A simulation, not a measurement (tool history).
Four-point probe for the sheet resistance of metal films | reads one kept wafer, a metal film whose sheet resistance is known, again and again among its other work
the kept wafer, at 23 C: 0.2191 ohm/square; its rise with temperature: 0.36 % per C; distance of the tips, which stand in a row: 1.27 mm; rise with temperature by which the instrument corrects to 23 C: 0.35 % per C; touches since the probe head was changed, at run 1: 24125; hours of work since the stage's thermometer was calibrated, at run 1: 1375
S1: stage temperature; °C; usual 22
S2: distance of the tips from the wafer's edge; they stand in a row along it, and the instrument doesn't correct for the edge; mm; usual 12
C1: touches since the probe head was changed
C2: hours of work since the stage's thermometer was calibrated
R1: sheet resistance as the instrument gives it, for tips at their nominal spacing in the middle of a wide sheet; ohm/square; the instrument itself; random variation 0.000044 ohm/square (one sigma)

run,day,S1,S2,C1,C2,R1
1,0.000,22,12,24125,1375,0.220687
2,2.800,22,12,27271,1422,0.220742
3,6.329,22,12,31232,1483,0.220805
4,10.846,22,12,36304,1559,0.220863
5,14.975,22,12,40938,1630,0.220988
6,17.788,22,12,44093,1678,0.221026
7,20.167,22,12,46765,1718,0.221027
8,24.158,22,12,51247,1786,0.221081
9,26.300,22,12,53654,1823,0.221125
10,30.579,22,12,58456,1895,0.221222
11,33.158,22,12,61353,1939,0.221222
12,36.479,22,12,65079,1996,0.221295
13,39.321,22,12,68272,2044,0.221279
14,43.188,22,12,72613,2110,0.221440
15,45.538,24,6,75252,2150,0.225404
16,48.692,19,3,78792,2204,0.239339
17,50.546,19,3,80873,2235,0.239339
18,54.108,19,3,84873,2296,0.239289
19,57.242,20,32,88391,2349,0.220424
20,59.525,20,32,90956,2388,0.220533
21,61.729,30,13,93430,2426,0.221758
# day 62.096: stage's thermometer calibrated
22,66.171,30,13,98394,69,0.220967
23,68.162,31,28,100628,103,0.220116

4 ways to go on from here, each from the tool as it stands after run 23. What would each give?
A,72.062,29,15,105005,170,?
B,72.062,31,68,105005,170,?
C,72.062,24,13,105005,170,?
D,72.062,32,10,105005,170,?

run,R1
A,0.220720
B,0.219926
C,0.220730
D,0.221872
Without the tool's hidden state the same runs would have given:
run,R1
A,0.220153
B,0.219361
C,0.220164
D,0.221302

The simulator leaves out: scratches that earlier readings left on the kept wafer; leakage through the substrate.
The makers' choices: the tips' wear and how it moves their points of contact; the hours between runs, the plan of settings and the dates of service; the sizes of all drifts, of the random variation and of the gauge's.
